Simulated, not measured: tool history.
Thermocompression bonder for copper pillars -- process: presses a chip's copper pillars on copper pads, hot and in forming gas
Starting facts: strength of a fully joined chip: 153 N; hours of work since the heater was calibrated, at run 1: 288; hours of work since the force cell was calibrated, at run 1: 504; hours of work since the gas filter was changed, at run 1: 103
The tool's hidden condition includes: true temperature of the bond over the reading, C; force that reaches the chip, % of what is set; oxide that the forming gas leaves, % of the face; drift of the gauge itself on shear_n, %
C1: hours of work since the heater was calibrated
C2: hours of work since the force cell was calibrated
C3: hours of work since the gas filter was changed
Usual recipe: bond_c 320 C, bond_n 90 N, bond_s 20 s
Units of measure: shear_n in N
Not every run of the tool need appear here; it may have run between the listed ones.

run 1 hour=0 | bond_c=320 bond_n=90 bond_s=20 | C1=288 C2=504 C3=103 | shear_n=59.1
run 2 hour=56.6 | bond_c=320 bond_n=90 bond_s=20 | C1=312 C2=529 C3=127 | shear_n=57.7
run 3 hour=107 | bond_c=326 bond_n=90 bond_s=20 | C1=334 C2=551 C3=149 | shear_n=61
run 4 hour=133.2 | bond_c=320 bond_n=90 bond_s=56 | C1=346 C2=562 C3=160 | shear_n=82.1
run 5 hour=191.7 | bond_c=320 bond_n=90 bond_s=31 | C1=371 C2=588 C3=186 | shear_n=66.6
run 6 hour=223.3 | bond_c=320 bond_n=90 bond_s=31 | C1=385 C2=601 C3=200 | shear_n=66.4
run 7 hour=260.7 | bond_c=320 bond_n=90 bond_s=31 | C1=401 C2=618 C3=216 | shear_n=67
run 8 hour=305.2 | bond_c=320 bond_n=90 bond_s=31 | C1=421 C2=637 C3=235 | shear_n=65.3
run 9 hour=352.5 | bond_c=320 bond_n=90 bond_s=31 | C1=441 C2=658 C3=256 | shear_n=66
run 10 hour=408.3 | bond_c=320 bond_n=90 bond_s=31 | C1=466 C2=682 C3=280 | shear_n=65
run 11 hour=453.2 | bond_c=320 bond_n=90 bond_s=31 | C1=485 C2=702 C3=300 | shear_n=64.6
run 12 hour=506.2 | bond_c=320 bond_n=90 bond_s=20 | C1=508 C2=725 C3=323 | shear_n=55.6
run 13 hour=552.8 | bond_c=320 bond_n=90 bond_s=20 | C1=528 C2=745 C3=343 | shear_n=53.9
-- hour=573.2 heater calibrated with a thermocouple chip
run 14 hour=581.1 | bond_c=320 bond_n=90 bond_s=20 | C1=3 C2=756 C3=355 | shear_n=58.9
run 15 hour=631.9 | bond_c=305 bond_n=90 bond_s=20 | C1=26 C2=778 C3=377 | shear_n=50.4
run 16 hour=686.2 | bond_c=320 bond_n=79 bond_s=20 | C1=49 C2=802 C3=400 | shear_n=52.1
run 17 hour=732 | bond_c=320 bond_n=90 bond_s=15 | C1=69 C2=822 C3=420 | shear_n=52.1
run 18 hour=757.8 | bond_c=340 bond_n=88 bond_s=26 | C1=80 C2=833 C3=431 | shear_n=76.7
run 19 hour=814.4 | bond_c=340 bond_n=68 bond_s=26 | C1=105 C2=858 C3=456 | shear_n=59.4
-- hour=820.9 force cell calibrated
-- hour=842.6 forming gas filter changed
run 20 hour=849.8 | bond_c=331 bond_n=104 bond_s=17 | C1=120 C2=12 C3=3 | shear_n=74.5
run 21 hour=875.2 | bond_c=295 bond_n=98 bond_s=19 | C1=131 C2=23 C3=14 | shear_n=50.1
run 22 hour=898.9 | bond_c=316 bond_n=90 bond_s=10 | C1=141 C2=34 C3=24 | shear_n=45.7
run 23 hour=944.6 | bond_c=316 bond_n=90 bond_s=10 | C1=161 C2=54 C3=44 | shear_n=45.7
run 24 hour=978.7 | bond_c=320 bond_n=56 bond_s=21 | C1=176 C2=68 C3=59 | shear_n=38.6
run 25 hour=1019.8 | bond_c=313 bond_n=63 bond_s=17 | C1=194 C2=86 C3=77 | shear_n=36.5
run 26 hour=1052.4 | bond_c=342 bond_n=93 bond_s=26 | C1=208 C2=101 C3=91 | shear_n=86.9
run 27 hour=1079.1 | bond_c=342 bond_n=93 bond_s=26 | C1=219 C2=112 C3=103 | shear_n=84.6

Predict each of these 4 candidate next runs independently; none follows another, all start after run 27:
-- hour=1116.1 force cell calibrated, once more
run A hour=1124.2 | bond_c=324 bond_n=91 bond_s=22 | C1=238 C2=4 C3=122 | shear_n=?
-- hour=1116.1 force cell calibrated, once more
run B hour=1124.2 | bond_c=320 bond_n=67 bond_s=20 | C1=238 C2=4 C3=122 | shear_n=?
-- hour=1116.1 force cell calibrated, once more
run C hour=1124.2 | bond_c=331 bond_n=80 bond_s=20 | C1=238 C2=4 C3=122 | shear_n=?
-- hour=1116.1 force cell calibrated, once more
run D hour=1124.2 | bond_c=312 bond_n=90 bond_s=20 | C1=238 C2=4 C3=122 | shear_n=?

run=A shear_n=62.5
run=B shear_n=42.7
run=C shear_n=59
run=D shear_n=53.1
Stripped of hidden state, with their random variation kept, the same runs would have yielded:
run=A shear_n=67.1
run=B shear_n=46.1
run=C shear_n=63.2
run=D shear_n=57.3

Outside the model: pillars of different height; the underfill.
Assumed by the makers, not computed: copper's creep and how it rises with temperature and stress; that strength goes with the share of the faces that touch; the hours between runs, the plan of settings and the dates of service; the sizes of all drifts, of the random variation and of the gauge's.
